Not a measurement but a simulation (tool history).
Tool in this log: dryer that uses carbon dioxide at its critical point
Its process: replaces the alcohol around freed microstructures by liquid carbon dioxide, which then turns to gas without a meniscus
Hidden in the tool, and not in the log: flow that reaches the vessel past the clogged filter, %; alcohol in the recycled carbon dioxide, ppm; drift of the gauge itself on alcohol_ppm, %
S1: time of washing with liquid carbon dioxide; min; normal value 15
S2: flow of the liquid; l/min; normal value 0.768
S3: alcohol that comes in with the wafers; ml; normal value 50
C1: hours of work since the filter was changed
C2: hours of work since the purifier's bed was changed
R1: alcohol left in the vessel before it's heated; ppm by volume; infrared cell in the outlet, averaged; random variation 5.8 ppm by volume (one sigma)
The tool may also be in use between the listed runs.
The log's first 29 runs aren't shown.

| run | hour | S1 | S2 | S3 | C1 | C2 | R1 |
|---|---|---|---|---|---|---|---|
| 30 | 1457.2 | 15 | 1.037 | 32 | 60 | 1136 | 92 |
| 31 | 1494.8 | 11 | 0.478 | 44 | 87 | 1163 | 2951 |
| 32 | 1527.9 | 15 | 1.067 | 50 | 111 | 1187 | 100 |
| 33 | 1579.5 | 15 | 1.067 | 50 | 148 | 1224 | 106 |
|  | 1603.1 | inlet filter changed |
| 34 | 1637.9 | 19 | 1.195 | 39 | 25 | 1265 | 69 |
|  | 1694.8 | purifier's bed changed |
| 35 | 1708.2 | 19 | 0.560 | 50 | 74 | 10 | 385 |
| 36 | 1769.3 | 19 | 0.560 | 50 | 118 | 54 | 420 |
| 37 | 1826.2 | 19 | 0.560 | 50 | 159 | 95 | 496 |
|  | 1837.4 | inlet filter changed |
| 38 | 1877.5 | 19 | 0.560 | 50 | 29 | 131 | 351 |
| 39 | 1914.9 | 13 | 1.020 | 33 | 56 | 158 | 77 |
| 40 | 1983.5 | 15 | 0.898 | 73 | 105 | 207 | 178 |
| 41 | 2039.5 | 18 | 0.522 | 110 | 146 | 248 | 1649 |
|  | 2069.3 | inlet filter changed |
| 42 | 2096.1 | 21 | 0.468 | 63 | 19 | 288 | 612 |
| 43 | 2125.0 | 21 | 0.468 | 63 | 40 | 309 | 637 |

4 ways to go on from here, each from the tool as it stands after run 43. What would each give?
| A | 2165.1 | 14 | 0.567 | 21 | 69 | 337 | ? |
| B | 2165.1 | 13 | 0.687 | 32 | 69 | 337 | ? |
| C | 2165.1 | 21 | 0.768 | 50 | 69 | 337 | ? |
| D | 2165.1 | 19 | 0.740 | 63 | 69 | 337 | ? |

| run | R1 |
|---|---|
| A | 467 |
| B | 464 |
| C | 61 |
| D | 124 |
Take away the tool's hidden state, keep each run's random variation, and the runs would have read:
| run | R1 |
|---|---|
| A | 391 |
| B | 382 |
| C | 35 |
| D | 83 |

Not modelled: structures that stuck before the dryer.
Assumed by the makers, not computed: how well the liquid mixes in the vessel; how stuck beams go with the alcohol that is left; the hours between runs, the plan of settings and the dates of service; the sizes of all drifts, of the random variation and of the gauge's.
